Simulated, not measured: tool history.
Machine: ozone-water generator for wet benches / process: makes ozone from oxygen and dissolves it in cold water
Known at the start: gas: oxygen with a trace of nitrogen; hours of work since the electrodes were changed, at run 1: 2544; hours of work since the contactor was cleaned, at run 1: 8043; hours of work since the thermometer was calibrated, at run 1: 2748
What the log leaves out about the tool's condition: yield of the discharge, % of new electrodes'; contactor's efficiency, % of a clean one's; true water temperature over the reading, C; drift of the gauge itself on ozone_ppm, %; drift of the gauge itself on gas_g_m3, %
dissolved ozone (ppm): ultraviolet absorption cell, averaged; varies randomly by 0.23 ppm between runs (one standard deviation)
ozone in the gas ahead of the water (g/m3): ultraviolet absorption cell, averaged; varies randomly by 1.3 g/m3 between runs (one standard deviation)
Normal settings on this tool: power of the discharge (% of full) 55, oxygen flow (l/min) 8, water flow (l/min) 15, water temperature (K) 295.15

run,hour,power of the discharge (% of full),oxygen flow (l/min),water flow (l/min),water temperature (K),hours of work since the electrodes were changed,hours of work since the contactor was cleaned,hours of work since the thermometer was calibrated,dissolved ozone (ppm),ozone in the gas ahead of the water (g/m3)
1,0,55,8,15,295.15,2544,8043,2748,31,225.1
2,190.9,55,8,20,295.15,2674,8173,2878,25.6,224.3
3,324.1,55,8,20,295.15,2765,8264,2969,25.7,225.8
4,480.8,55,8,20,293.15,2872,8371,3075,26.7,225.4
5,605.2,55,8,20,296.15,2956,8456,3160,24.9,223.7
6,746.5,55,4.23,20,296.15,3053,8552,3256,24.3,298.1
7,843,55,7.66,15,295.15,3118,8618,3322,31.6,227.9
8,1036.7,40,7.66,15,295.15,3250,8750,3454,25.4,186.3
9,1198.2,40,7.66,15,295.15,3360,8860,3564,25.6,185.1
10,1412.6,55,8,24,295.15,3506,9006,3710,21.9,223.3
# hour 1545.8: contactor cleaned
11,1591.8,55,8,24,295.15,3626,31,3830,23.5,223.3
12,1788.3,55,8,24,295.15,3760,165,3963,23.7,223.1
13,1901.1,55,8,21,291.15,3837,242,4040,28.1,222.8
14,1994.9,55,10.81,15,301.15,3900,306,4104,27.2,193.8
15,2170.6,48,8,15,293.15,4020,426,4224,31.4,205
16,2284.8,72,8.4,15,295.15,4098,504,4302,38.7,255.5
17,2383.6,72,8.4,15,295.15,4165,571,4369,38.3,255.7
18,2530.9,72,8.4,15,295.15,4266,671,4469,38.4,255.9
19,2697.1,55,12.42,15,295.15,4379,784,4583,30.1,181.9
20,2889.3,54,4.4,10,295.15,4510,915,4714,43,285.3
# hour 2927.2: water thermometer calibrated
21,3041.2,54,4.4,10,295.15,4613,1019,78,42.5,287.4
22,3252.2,55,13.32,21,295.15,4757,1162,221,24.4,176
23,3391.7,68,8,12,295.15,4852,1257,316,41.9,251.1

Branching from run 23: 4 alternative next runs. What would each branch give?
A,3558.8,60,8,15,295.15,4966,1371,430,?,?
B,3558.8,65,8,15,294.15,4966,1371,430,?,?
C,3558.8,98,5.49,9,295.15,4966,1371,430,?,?
D,3558.8,79,7.42,18,295.15,4966,1371,430,?,?

run,dissolved ozone (ppm),ozone in the gas ahead of the water (g/m3)
A,34,232.2
B,36.3,242.1
C,64,372
D,35.8,284.6
Take away the tool's hidden state, keep each run's random variation, and the runs would have read:
run,dissolved ozone (ppm),ozone in the gas ahead of the water (g/m3)
A,36.3,245.7
B,39,257.1
C,69.5,401.4
D,38.8,304.4

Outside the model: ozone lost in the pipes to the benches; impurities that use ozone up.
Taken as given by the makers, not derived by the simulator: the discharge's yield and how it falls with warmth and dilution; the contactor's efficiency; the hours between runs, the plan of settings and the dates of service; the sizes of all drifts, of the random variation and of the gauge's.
